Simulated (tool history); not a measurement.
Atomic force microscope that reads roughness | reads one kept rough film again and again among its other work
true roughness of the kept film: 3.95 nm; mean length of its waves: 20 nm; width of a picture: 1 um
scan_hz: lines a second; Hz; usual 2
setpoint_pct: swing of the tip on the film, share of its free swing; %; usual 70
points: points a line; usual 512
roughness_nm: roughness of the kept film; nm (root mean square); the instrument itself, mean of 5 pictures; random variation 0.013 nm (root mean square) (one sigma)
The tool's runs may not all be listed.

run	day	scan_hz	setpoint_pct	points	roughness_nm
1	0	2	70	512	3.005
2	0.65	2	70	512	2.918
3	1.221	2	70	512	2.827
4	2.071	2	77	512	2.601
5	2.942	2	77	512	2.502
6	3.625	2	77	609	2.399
7	4.088	2	77	609	2.352
8	4.692	2	77	609	2.262
9	5.358	2	77	609	2.207
10	6.246	2	70	512	2.161
11	6.812	2	70	512	2.117
12	7.446	0.62	70	512	2.103
13	8.129	0.62	70	512	2.055
14	9.183	0.62	70	512	1.978
# day 9.45: new tip fitted
15	10.079	2	70	512	2.946
16	10.7	2	70	913	2.859
17	11.204	2	70	913	2.783
18	12.133	2	70	913	2.653
19	12.767	2.48	70	512	2.513
20	13.633	2	70	512	2.428
21	14.612	2	70	512	2.304
22	15.279	2	70	647	2.257
23	16.096	2	70	647	2.172
24	16.938	2	70	647	2.086
25	17.8	2	70	647	2.029
26	18.288	2	70	512	1.956
27	18.812	2	70	512	1.924
# day 19.042: new tip fitted
28	19.762	0.75	56	426	3.064
29	20.758	0.75	56	426	2.893
30	21.7	2.73	56	426	2.663
31	22.442	2.98	79	367	2.342
32	23.367	2.16	59	903	2.474
33	23.888	2.16	59	787	2.4
34	24.558	1.4	79	338	2.229
35	25.546	1.4	79	338	2.134
36	26.379	2.01	78	512	2.038
37	27.212	3.25	67	689	1.979
38	27.804	3.25	82	689	1.779
39	28.321	0.6	82	278	1.928
# day 28.65: new tip fitted
40	29.396	1.56	55	512	3.016
41	30.429	1.87	55	512	2.807
42	31.404	1.87	55	512	2.682
43	32.162	1.87	55	512	2.549
44	32.633	0.56	73	398	2.476
45	33.688	2	70	900	2.308
46	34.421	2	84	512	2.106
47	35.3	2	57	672	2.213
48	35.746	0.54	70	506	2.167
49	36.733	0.54	70	506	2.083
50	37.454	1.69	70	526	1.958
51	37.879	0.84	59	519	1.97
# day 38.204: new tip fitted
52	38.329	0.65	85	350	3.018
53	39.183	0.65	85	350	2.855

Measured less the same run without the tool's hidden state. The same run-to-run variation is in both; the gauge's scatter may not be:
The hidden state here: radius of the tip, nm; height scale over the true one, %; drift of the gauge itself on roughness_nm, %.
run	roughness_nm
1	-0.088
2	-0.21
3	-0.315
4	-0.425
5	-0.552
6	-0.641
7	-0.693
8	-0.763
9	-0.839
10	-0.958
11	-1.014
12	-1.104
13	-1.162
14	-1.256
15	-0.157
16	-0.269
17	-0.352
18	-0.496
19	-0.577
20	-0.686
21	-0.798
22	-0.87
23	-0.957
24	-1.033
25	-1.115
26	-1.139
27	-1.188
28	-0.187
29	-0.359
30	-0.499
31	-0.542
32	-0.723
33	-0.779
34	-0.827
35	-0.93
36	-1.003
37	-1.079
38	-1.037
39	-1.188
40	-0.214
41	-0.399
42	-0.54
43	-0.65
44	-0.722
45	-0.832
46	-0.851
47	-1.028
48	-1.062
49	-1.16
50	-1.187
51	-1.253
52	-0.118
53	-0.274
